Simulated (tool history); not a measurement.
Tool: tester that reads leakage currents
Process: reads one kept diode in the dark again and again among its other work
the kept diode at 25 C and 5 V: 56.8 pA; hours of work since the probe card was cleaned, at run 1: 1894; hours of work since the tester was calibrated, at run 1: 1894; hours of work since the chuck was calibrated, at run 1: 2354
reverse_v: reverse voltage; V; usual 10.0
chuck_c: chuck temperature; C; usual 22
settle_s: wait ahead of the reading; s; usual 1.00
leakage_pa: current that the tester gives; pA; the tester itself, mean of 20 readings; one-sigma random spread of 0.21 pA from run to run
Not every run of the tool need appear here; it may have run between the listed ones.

run,hour,reverse_v,chuck_c,settle_s,hours of work since the probe card was cleaned,hours of work since the tester was calibrated,hours of work since the chuck was calibrated,leakage_pa
1,0.0,10.0,22,1.00,1894,1894,2354,78.75
# hour 57.9: chuck's temperature calibrated
2,65.4,10.0,22,1.88,1944,1944,6,82.17
3,126.3,10.0,22,1.00,1993,1993,55,83.10
4,158.8,10.0,22,1.00,2019,2019,80,83.81
5,200.1,10.0,22,1.00,2052,2052,113,83.83
6,234.9,10.0,22,1.00,2079,2079,141,83.59
7,290.9,10.0,22,1.00,2124,2124,186,84.01
8,339.1,10.0,22,1.00,2163,2163,224,84.45
# hour 344.0: chuck's temperature calibrated, once more
9,396.3,10.0,22,1.00,2207,2207,42,73.73
10,442.7,10.0,22,1.00,2244,2244,79,73.76
11,485.9,10.0,22,1.00,2278,2278,113,74.25
12,549.4,10.0,22,1.00,2329,2329,164,74.71
13,602.9,10.0,22,1.00,2371,2371,206,75.23
14,636.6,10.0,22,1.00,2398,2398,233,75.12
15,704.1,10.0,22,5.83,2452,2452,287,73.18
16,755.3,10.0,22,5.83,2493,2493,328,73.82
17,817.7,10.0,22,5.83,2542,2542,378,74.20
18,846.1,10.0,22,1.00,2565,2565,400,76.22
19,880.1,10.0,22,1.00,2592,2592,427,76.27
20,913.0,10.0,22,1.00,2618,2618,454,76.33
21,976.6,10.0,22,1.00,2669,2669,504,76.29
# hour 996.2: probe card cleaned and baked
22,1018.8,10.0,22,1.00,18,2700,535,69.91
23,1080.6,7.6,47,4.44,67,2750,585,317.32
24,1143.8,3.1,22,4.44,118,2800,635,37.24
25,1173.7,3.4,22,4.44,142,2824,659,38.95
26,1230.3,3.0,22,0.68,187,2869,704,37.57
27,1262.8,1.6,30,5.04,212,2895,730,46.75
28,1308.1,5.0,22,7.28,249,2931,766,48.05
29,1367.4,5.0,22,3.87,296,2978,813,48.12
30,1432.1,5.0,22,3.87,347,3030,865,48.32
31,1491.4,9.7,22,0.93,395,3077,912,70.80
32,1550.5,9.7,30,3.36,442,3124,959,121.70
33,1585.3,7.6,20,0.62,470,3152,987,54.95
34,1653.6,3.1,22,5.85,524,3206,1041,37.91
35,1704.4,1.2,25,3.38,565,3247,1082,28.89
36,1755.2,1.7,25,8.88,605,3287,1122,34.73
37,1817.7,1.7,24,4.43,655,3337,1172,32.50
38,1848.3,4.5,37,1.47,679,3361,1197,131.58
39,1903.3,4.5,37,1.47,723,3405,1240,131.53

Selected run-to-run steps in leakage_pa, each split into two signed amounts: the part the tool would show with no hidden state at all (from settings, incoming material and random variation), and the remainder, which goes to the hidden state together with any gauge scatter not common to the measured and the hidden-state-free results:
Hidden state at play: stray current of the dirty probe card, pA a volt; current scale over the true one, %; true chuck temperature over the reading, C; drift of the gauge itself on leakage_pa, %.
Run 8 -> 9: chuck's temperature calibrated, once more. leakage_pa -10.72 pA: hidden state -10.34, all else -0.38.
Run 21 -> 22: probe card cleaned and baked. leakage_pa -6.38 pA: hidden state -6.86, all else +0.48.
Run 22 -> 23: reverse_v 10.0 -> 7.6, chuck_c 22 -> 47, settle_s 1.00 -> 4.44. leakage_pa +247.41 pA: hidden state +6.77, all else +240.64.
Run 23 -> 24: reverse_v 7.6 -> 3.1, chuck_c 47 -> 22. leakage_pa -280.08 pA: hidden state -7.47, all else -272.61.
Run 37 -> 38: reverse_v 1.7 -> 4.5, chuck_c 24 -> 37, settle_s 4.43 -> 1.47. leakage_pa +99.08 pA: hidden state +5.49, all else +93.59.
